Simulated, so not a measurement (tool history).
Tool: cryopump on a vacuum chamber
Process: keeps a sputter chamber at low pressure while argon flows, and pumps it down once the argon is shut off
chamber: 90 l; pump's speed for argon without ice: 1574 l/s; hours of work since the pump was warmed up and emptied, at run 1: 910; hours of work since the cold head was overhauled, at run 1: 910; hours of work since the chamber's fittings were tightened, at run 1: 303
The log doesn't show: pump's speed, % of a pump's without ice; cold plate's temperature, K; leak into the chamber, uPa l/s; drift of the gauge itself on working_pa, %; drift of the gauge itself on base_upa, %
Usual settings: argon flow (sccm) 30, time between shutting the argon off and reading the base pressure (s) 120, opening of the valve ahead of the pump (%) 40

run	hour	argon flow (sccm)	time between shutting the argon off and reading the base pressure (s)	opening of the valve ahead of the pump (%)	hours of work since the pump was warmed up and emptied	hours of work since the cold head was overhauled	hours of work since the chamber's fittings were tightened	pressure while argon flows (Pa)	pressure after the wait (uPa)
1	0.0	30	120	40	910	910	303	0.0852	0.91
2	20.5	30	120	40	928	928	321	0.0850	0.95
3	62.7	30	120	40	965	965	358	0.0865	0.98
4	105.1	36	120	40	1002	1002	395	0.1029	1.04
5	142.4	30	120	40	1034	1034	428	0.0870	1.05
# hour 150.5: pump warmed up, emptied and cooled again
6	167.9	30	120	40	15	1052	445	0.0801	0.98
7	198.9	30	120	40	42	1079	473	0.0817	1.06
8	249.1	30	120	40	86	1123	516	0.0807	1.03
9	280.3	30	120	40	113	1151	544	0.0824	1.13
10	330.3	30	120	36	157	1194	587	0.0904	1.12
11	376.1	30	120	57	197	1234	627	0.0584	1.21
12	412.9	30	120	55	229	1266	659	0.0597	1.19
13	436.9	30	120	55	250	1287	680	0.0599	1.22
14	478.9	30	120	55	287	1324	717	0.0609	1.27
15	505.8	12	208	19	310	1347	741	0.0690	1.16
16	542.0	12	208	19	342	1379	772	0.0681	1.19
17	562.3	18	130	33	360	1397	790	0.0606	1.31
18	584.4	18	130	33	379	1416	809	0.0605	1.38
19	614.7	18	130	33	405	1443	836	0.0601	1.38
20	653.7	18	130	33	439	1477	870	0.0599	1.46
21	695.6	18	130	33	476	1513	906	0.0608	1.54
22	733.9	18	130	33	509	1547	940	0.0604	1.54

4 ways to go on from here, each from the tool as it stands after run 22. What would each give?
A	770.6	14	130	22	541	1579	972	?	?
B	770.6	30	166	36	541	1579	972	?	?
C	770.6	26	74	33	541	1579	972	?	?
D	770.6	30	120	20	541	1579	972	?	?

run	pressure while argon flows (Pa)	pressure after the wait (uPa)
A	0.0705	1.56
B	0.0918	1.44
C	0.0869	1.86
D	0.1637	1.57
Without the tool's hidden state the same runs would have given:
run	pressure while argon flows (Pa)	pressure after the wait (uPa)
A	0.0690	0.53
B	0.0887	0.41
C	0.0841	0.81
D	0.1605	0.53
